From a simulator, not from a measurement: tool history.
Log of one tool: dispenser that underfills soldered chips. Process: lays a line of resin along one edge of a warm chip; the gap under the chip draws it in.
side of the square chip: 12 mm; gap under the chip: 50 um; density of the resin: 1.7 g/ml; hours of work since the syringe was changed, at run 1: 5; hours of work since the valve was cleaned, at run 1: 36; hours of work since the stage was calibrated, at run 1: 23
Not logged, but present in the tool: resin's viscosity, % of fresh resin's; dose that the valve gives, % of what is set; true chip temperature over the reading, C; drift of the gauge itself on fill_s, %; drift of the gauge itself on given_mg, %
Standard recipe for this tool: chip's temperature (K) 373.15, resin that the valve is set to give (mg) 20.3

run,hour,chip's temperature (K),resin that the valve is set to give (mg),hours of work since the syringe was changed,hours of work since the valve was cleaned,hours of work since the stage was calibrated,time until the resin shows at the far edge (s),resin that the valve gave (mg)
1,0.0,373.15,20.3,5,36,23,189.7,19.71
# hour 1.3: new syringe of resin
2,4.0,373.15,20.3,2,39,26,171.6,19.72
3,6.2,373.15,20.3,4,41,28,182.6,19.67
# hour 9.0: new syringe of resin
4,10.7,383.15,20.3,1,44,31,110.1,19.60
# hour 13.9: dispensing valve cleaned and set on the balance
5,15.0,383.15,21.2,4,1,33,124.7,21.11
# hour 17.7: new syringe of resin
6,20.6,383.15,21.2,2,5,37,115.6,21.03
7,24.5,383.15,21.2,5,8,40,129.8,21.02
# hour 25.2: new syringe of resin
8,27.9,380.15,21.2,2,10,42,126.4,21.04
# hour 33.1: new syringe of resin
9,33.3,380.15,21.2,0,14,46,117.0,20.97
10,37.5,373.15,20.3,3,17,49,172.6,20.02
11,39.7,373.15,20.3,5,18,51,191.4,20.03
# hour 40.9: new syringe of resin
12,45.0,373.15,20.3,3,22,54,171.8,19.97
# hour 48.8: new syringe of resin
13,49.0,373.15,20.3,0,25,57,151.8,19.87
14,52.7,373.15,24.6,3,28,60,170.7,24.07
# hour 56.4: new syringe of resin
15,57.6,373.15,24.6,1,31,63,157.2,24.05
16,60.2,373.15,20.8,3,33,65,172.8,20.28
# hour 63.9: new syringe of resin
17,65.7,373.15,20.8,1,37,69,165.3,20.22
18,70.4,373.15,20.8,5,40,73,197.2,20.17
# hour 71.6: new syringe of resin
19,74.4,373.15,20.8,2,43,75,163.7,20.17
# hour 78.7: dispensing valve cleaned and set on the balance
20,79.6,378.15,18.5,5,1,78,160.8,18.51
# hour 80.3: new syringe of resin
21,84.4,378.15,18.5,3,4,82,145.6,18.44
22,86.9,365.15,20.4,5,6,84,265.0,20.29
# hour 88.0: new syringe of resin
23,91.1,386.15,20.2,2,9,86,102.3,20.12
24,93.4,382.15,18.7,4,10,88,129.6,18.58
# hour 95.8: new syringe of resin
25,96.6,382.15,18.7,1,13,90,109.7,18.55
26,98.8,379.15,26.0,2,14,92,131.9,25.80
# hour 103.7: new syringe of resin
27,104.2,388.15,22.1,0,18,96,87.5,21.90
28,106.9,377.15,24.8,2,20,98,145.3,24.55
29,110.4,382.15,20.3,5,23,100,136.1,19.94
# hour 111.6: new syringe of resin
30,113.5,373.15,24.4,1,25,102,158.4,24.02
31,118.2,373.15,24.4,5,28,106,187.0,24.00
# hour 119.4: new syringe of resin
32,121.5,362.15,18.9,2,30,108,256.9,18.54
33,124.4,373.15,17.9,4,32,110,183.7,17.47
# hour 127.0: new syringe of resin
34,127.8,365.15,19.1,1,35,113,217.9,18.64

Selected run-to-run steps in time until the resin shows at the far edge (s), each split into two signed amounts: the part the tool would show with no hidden state at all (from settings, incoming material and random variation), and the remainder, which goes to the hidden state together with any gauge scatter not common to the measured and the hidden-state-free results:
Run 17 -> 18: no setting changed, nothing entered. time until the resin shows at the far edge (s) +31.9: hidden state +29.4, all else +2.5.
Run 21 -> 22: chip's temperature (K) 378.15 -> 365.15, resin that the valve is set to give (mg) 18.5 -> 20.4. time until the resin shows at the far edge (s) +119.4: hidden state +33.3, all else +86.1.
Run 22 -> 23: chip's temperature (K) 365.15 -> 386.15, resin that the valve is set to give (mg) 20.4 -> 20.2, new syringe of resin. time until the resin shows at the far edge (s) -162.7: hidden state -41.8, all else -120.9.
Run 32 -> 33: chip's temperature (K) 362.15 -> 373.15, resin that the valve is set to give (mg) 18.9 -> 17.9. time until the resin shows at the far edge (s) -73.2: hidden state +11.4, all else -84.6.

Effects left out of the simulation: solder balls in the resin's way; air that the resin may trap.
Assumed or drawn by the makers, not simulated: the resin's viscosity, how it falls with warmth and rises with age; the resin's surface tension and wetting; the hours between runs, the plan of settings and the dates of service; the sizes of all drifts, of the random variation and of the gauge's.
